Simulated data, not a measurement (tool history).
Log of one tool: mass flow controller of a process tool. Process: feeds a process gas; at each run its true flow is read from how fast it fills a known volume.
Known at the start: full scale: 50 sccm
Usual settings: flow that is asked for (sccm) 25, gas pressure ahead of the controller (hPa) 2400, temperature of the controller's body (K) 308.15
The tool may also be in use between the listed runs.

| run | hour | flow that is asked for (sccm) | gas pressure ahead of the controller (hPa) | temperature of the controller's body (K) | true flow (%) |
|---|---|---|---|---|---|
| 1 | 0 | 25 | 2400 | 308.15 | 97.68 |
| 2 | 128.4 | 25 | 2400 | 308.15 | 97.69 |
| 3 | 353.3 | 25 | 2400 | 308.15 | 97.69 |
| 4 | 546.8 | 16 | 2400 | 308.15 | 96.97 |
| 5 | 656.4 | 16 | 2400 | 308.15 | 97.06 |
| 6 | 841.9 | 25 | 2400 | 295.15 | 98.82 |
| 7 | 977.5 | 25 | 2400 | 308.15 | 97.44 |
| 8 | 1152.4 | 25 | 2400 | 305.15 | 97.71 |
| 9 | 1371.8 | 25 | 2400 | 308.15 | 97.43 |
| 10 | 1526 | 25 | 2400 | 308.15 | 97.4 |
| 11 | 1729.1 | 25 | 2400 | 308.15 | 97.15 |
| 12 | 1862.2 | 25 | 2400 | 308.15 | 97.23 |
| 13 | 2053.7 | 8 | 2400 | 308.15 | 94.9 |
| 14 | 2166.1 | 8 | 2400 | 308.15 | 94.99 |
| 15 | 2382.1 | 8 | 2400 | 308.15 | 94.79 |
| 16 | 2563.5 | 25 | 2400 | 300.15 | 97.75 |
| 17 | 2726.3 | 25 | 2400 | 300.15 | 97.59 |
| 18 | 2895.2 | 25 | 2400 | 300.15 | 97.6 |
| 19 | 3040.6 | 25 | 2400 | 300.15 | 97.57 |
| 20 | 3193.1 | 25 | 2400 | 300.15 | 97.45 |
| 21 | 3311.3 | 25 | 2400 | 300.15 | 97.44 |
| 22 | 3437.5 | 25 | 2400 | 308.15 | 96.77 |
| 23 | 3651 | 25 | 1990 | 297.15 | 97.53 |
| 24 | 3804 | 6 | 1950 | 297.15 | 93.32 |
| 25 | 3979.6 | 9 | 1430 | 299.15 | 94.46 |
| 26 | 4198.2 | 9 | 2400 | 308.15 | 93.62 |
| 27 | 4290.4 | 9 | 2400 | 308.15 | 93.59 |
|  | 4307.9 | controller's zero set anew |
| 28 | 4492.7 | 39 | 2300 | 296.15 | 98.52 |
| 29 | 4633 | 39 | 2300 | 296.15 | 98.55 |
| 30 | 4820.6 | 7 | 2400 | 310.15 | 91.19 |
|  | 5019.2 | controller's zero set anew, once more |
| 31 | 5019.2 | 7 | 2400 | 310.15 | 96.1 |
| 32 | 5228.4 | 8 | 2400 | 310.15 | 96.07 |
| 33 | 5328.1 | 25 | 2400 | 303.15 | 97.84 |
| 34 | 5532.6 | 18 | 2450 | 307.15 | 97.03 |
| 35 | 5735.2 | 9 | 2100 | 308.15 | 95.88 |
| 36 | 5888.3 | 9 | 2100 | 308.15 | 95.43 |
| 37 | 5992.5 | 12 | 2570 | 304.15 | 96.49 |
| 38 | 6177.6 | 31 | 2400 | 301.15 | 98.06 |
| 39 | 6340.5 | 25 | 1550 | 304.15 | 96.97 |
| 40 | 6515.9 | 7 | 1410 | 299.15 | 95.38 |
| 41 | 6669.2 | 8 | 1450 | 309.15 | 94.49 |
| 42 | 6888.3 | 8 | 1680 | 296.15 | 95.65 |
| 43 | 7040.2 | 12 | 2400 | 294.15 | 96.82 |
| 44 | 7151.2 | 6 | 1830 | 305.15 | 94.05 |

4 ways to go on from here, each from the tool as it stands after run 44. What would each give?
| A | 7280.2 | 6 | 1830 | 294.15 | ? |
| B | 7280.2 | 25 | 2160 | 302.15 | ? |
| C | 7280.2 | 26 | 2720 | 307.15 | ? |
| D | 7280.2 | 9 | 2520 | 298.15 | ? |

| run | true flow (%) |
|---|---|
| A | 95 |
| B | 97.08 |
| C | 96.92 |
| D | 95.74 |
Without the tool's hidden state the same runs would have given:
| run | true flow (%) |
|---|---|
| A | 98.06 |
| B | 98.29 |
| C | 98.11 |
| D | 97.99 |

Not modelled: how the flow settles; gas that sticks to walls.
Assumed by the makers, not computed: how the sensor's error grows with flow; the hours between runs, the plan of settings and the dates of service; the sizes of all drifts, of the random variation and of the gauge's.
